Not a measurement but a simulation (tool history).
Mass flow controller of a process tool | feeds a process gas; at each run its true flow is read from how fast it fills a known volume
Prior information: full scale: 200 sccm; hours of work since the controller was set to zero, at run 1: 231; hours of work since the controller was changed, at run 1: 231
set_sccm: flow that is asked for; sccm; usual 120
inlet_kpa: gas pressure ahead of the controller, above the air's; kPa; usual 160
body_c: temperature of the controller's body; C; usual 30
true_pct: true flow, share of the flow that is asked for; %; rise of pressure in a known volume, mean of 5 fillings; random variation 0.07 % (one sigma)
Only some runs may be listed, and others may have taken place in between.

run	hour	set_sccm	inlet_kpa	body_c	hours of work since the controller was set to zero	hours of work since the controller was changed	true_pct
1	0.0	120	160	30	231	231	99.18
2	40.9	120	171	30	244	244	99.05
3	101.5	120	171	30	263	263	99.13
4	156.1	120	171	30	281	281	99.04
5	198.2	120	171	30	294	294	99.10
6	262.2	120	171	30	315	315	99.07
7	304.8	120	160	30	329	329	99.13
8	359.8	120	160	30	346	346	99.02
9	434.4	120	222	30	370	370	99.01
10	465.5	120	222	30	380	380	98.98
11	509.8	120	222	30	395	395	98.92
12	567.3	120	160	28	413	413	99.22
13	613.6	120	160	28	428	428	99.31
14	675.1	120	225	36	448	448	98.70
15	707.6	120	225	22	458	458	99.25
16	757.8	59	147	30	474	474	98.59
17	793.9	75	160	25	486	486	98.85
18	842.5	75	160	25	501	501	98.94
19	885.4	75	160	25	515	515	98.94
20	959.9	75	160	25	539	539	98.93
21	1011.3	75	152	38	556	556	98.46
22	1078.3	75	152	38	577	577	98.43

3 ways to go on from here, each from the tool as it stands after run 22. What would each give?
A	1153.4	75	159	31	601	601	?
B	1153.4	78	160	30	601	601	?
C	1153.4	91	177	31	601	601	?

run	true_pct
A	98.73
B	98.78
C	98.80
What these runs would have given with no unlogged condition in the tool:
run	true_pct
A	98.73
B	98.78
C	98.80
